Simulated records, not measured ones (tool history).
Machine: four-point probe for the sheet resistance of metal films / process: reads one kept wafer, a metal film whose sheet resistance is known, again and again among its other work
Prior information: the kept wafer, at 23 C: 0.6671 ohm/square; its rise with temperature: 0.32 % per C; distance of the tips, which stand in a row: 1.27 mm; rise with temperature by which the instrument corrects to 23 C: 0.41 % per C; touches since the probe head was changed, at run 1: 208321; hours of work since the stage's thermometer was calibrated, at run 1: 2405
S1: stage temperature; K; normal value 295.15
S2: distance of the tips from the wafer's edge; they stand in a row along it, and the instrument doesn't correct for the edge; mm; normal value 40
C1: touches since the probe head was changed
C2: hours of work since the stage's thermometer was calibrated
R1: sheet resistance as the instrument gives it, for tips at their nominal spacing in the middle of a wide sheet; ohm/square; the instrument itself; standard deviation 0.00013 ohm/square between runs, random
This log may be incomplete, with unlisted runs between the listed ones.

run 1 hour=0.0 | S1=295.15 S2=40 | C1=208321 C2=2405 | R1=0.674651
run 2 hour=121.8 | S1=295.15 S2=40 | C1=214068 C2=2472 | R1=0.674944
run 3 hour=198.2 | S1=295.15 S2=40 | C1=217673 C2=2514 | R1=0.674943
run 4 hour=288.4 | S1=295.15 S2=14 | C1=221933 C2=2564 | R1=0.677744
-- hour=323.8 new probe head fitted
run 5 hour=379.4 | S1=295.15 S2=14 | C1=2623 C2=2613 | R1=0.669287
-- hour=461.5 stage's thermometer calibrated
run 6 hour=507.2 | S1=295.15 S2=14 | C1=8633 C2=25 | R1=0.669094
run 7 hour=588.3 | S1=295.15 S2=8 | C1=12457 C2=70 | R1=0.674954
run 8 hour=720.8 | S1=295.15 S2=8 | C1=18711 C2=143 | R1=0.675079
run 9 hour=842.0 | S1=294.15 S2=40 | C1=24431 C2=209 | R1=0.667361
run 10 hour=950.8 | S1=295.15 S2=40 | C1=29567 C2=269 | R1=0.667141
-- hour=1036.8 stage's thermometer calibrated, once more
run 11 hour=1078.9 | S1=295.15 S2=33 | C1=35591 C2=23 | R1=0.669237
run 12 hour=1190.9 | S1=295.15 S2=40 | C1=40876 C2=85 | R1=0.669351
run 13 hour=1281.1 | S1=295.15 S2=40 | C1=45135 C2=134 | R1=0.669345
run 14 hour=1357.3 | S1=295.15 S2=7 | C1=48731 C2=176 | R1=0.680724
run 15 hour=1472.7 | S1=295.15 S2=40 | C1=54173 C2=240 | R1=0.669804
run 16 hour=1567.5 | S1=295.15 S2=40 | C1=58648 C2=292 | R1=0.670046
run 17 hour=1623.9 | S1=295.15 S2=46 | C1=61311 C2=323 | R1=0.669812
run 18 hour=1718.3 | S1=295.15 S2=46 | C1=65765 C2=375 | R1=0.670106
run 19 hour=1849.1 | S1=291.15 S2=46 | C1=71941 C2=447 | R1=0.672576
run 20 hour=1973.6 | S1=291.15 S2=46 | C1=77815 C2=515 | R1=0.672719
run 21 hour=2092.9 | S1=291.15 S2=46 | C1=83448 C2=581 | R1=0.672857
run 22 hour=2149.8 | S1=291.15 S2=5 | C1=86131 C2=612 | R1=0.695148
run 23 hour=2265.1 | S1=291.15 S2=5 | C1=91576 C2=675 | R1=0.695304
run 24 hour=2342.4 | S1=291.15 S2=5 | C1=95224 C2=718 | R1=0.695243
run 25 hour=2406.7 | S1=291.15 S2=5 | C1=98255 C2=753 | R1=0.695585
run 26 hour=2522.0 | S1=291.15 S2=5 | C1=103697 C2=816 | R1=0.695832
run 27 hour=2636.0 | S1=293.15 S2=11 | C1=109080 C2=879 | R1=0.676979
run 28 hour=2769.1 | S1=306.15 S2=6 | C1=115360 C2=952 | R1=0.680947
run 29 hour=2898.3 | S1=302.15 S2=36 | C1=121458 C2=1023 | R1=0.667964
run 30 hour=2959.3 | S1=302.15 S2=36 | C1=124336 C2=1057 | R1=0.667832
run 31 hour=3018.8 | S1=295.15 S2=4 | C1=127144 C2=1089 | R1=0.706122
run 32 hour=3138.5 | S1=305.15 S2=33 | C1=132796 C2=1155 | R1=0.666619
run 33 hour=3273.2 | S1=295.15 S2=42 | C1=139151 C2=1229 | R1=0.672324
run 34 hour=3402.2 | S1=305.15 S2=5 | C1=145238 C2=1300 | R1=0.688680
run 35 hour=3463.3 | S1=305.15 S2=5 | C1=148124 C2=1334 | R1=0.689147
run 36 hour=3585.2 | S1=301.15 S2=14 | C1=153876 C2=1401 | R1=0.671970
run 37 hour=3653.0 | S1=301.15 S2=14 | C1=157074 C2=1438 | R1=0.671797
run 38 hour=3718.5 | S1=295.15 S2=27 | C1=160170 C2=1474 | R1=0.673260
run 39 hour=3797.7 | S1=295.15 S2=27 | C1=163907 C2=1518 | R1=0.673469
run 40 hour=3882.7 | S1=302.15 S2=4 | C1=167916 C2=1564 | R1=0.702946
run 41 hour=3978.2 | S1=292.15 S2=7 | C1=172427 C2=1617 | R1=0.686274
run 42 hour=4050.3 | S1=292.15 S2=7 | C1=175826 C2=1656 | R1=0.686360
run 43 hour=4105.8 | S1=305.15 S2=9 | C1=178448 C2=1687 | R1=0.674514
run 44 hour=4199.5 | S1=308.15 S2=14 | C1=182871 C2=1739 | R1=0.668798
run 45 hour=4289.4 | S1=295.15 S2=23 | C1=187113 C2=1788 | R1=0.674149

Here are 4 independent what-if runs from the current tool condition. What would each one return?
run A hour=4386.9 | S1=294.15 S2=40 | C1=191713 C2=1841 | R1=?
run B hour=4386.9 | S1=300.15 S2=16 | C1=191713 C2=1841 | R1=?
run C hour=4386.9 | S1=295.15 S2=18 | C1=191713 C2=1841 | R1=?
run D hour=4386.9 | S1=297.15 S2=14 | C1=191713 C2=1841 | R1=?

run=A R1=0.674127
run=B R1=0.672756
run=C R1=0.675040
run=D R1=0.674928
Had the tool no hidden state, the same runs would have come out as:
run=A R1=0.668529
run=B R1=0.667160
run=C R1=0.669434
run=D R1=0.669320
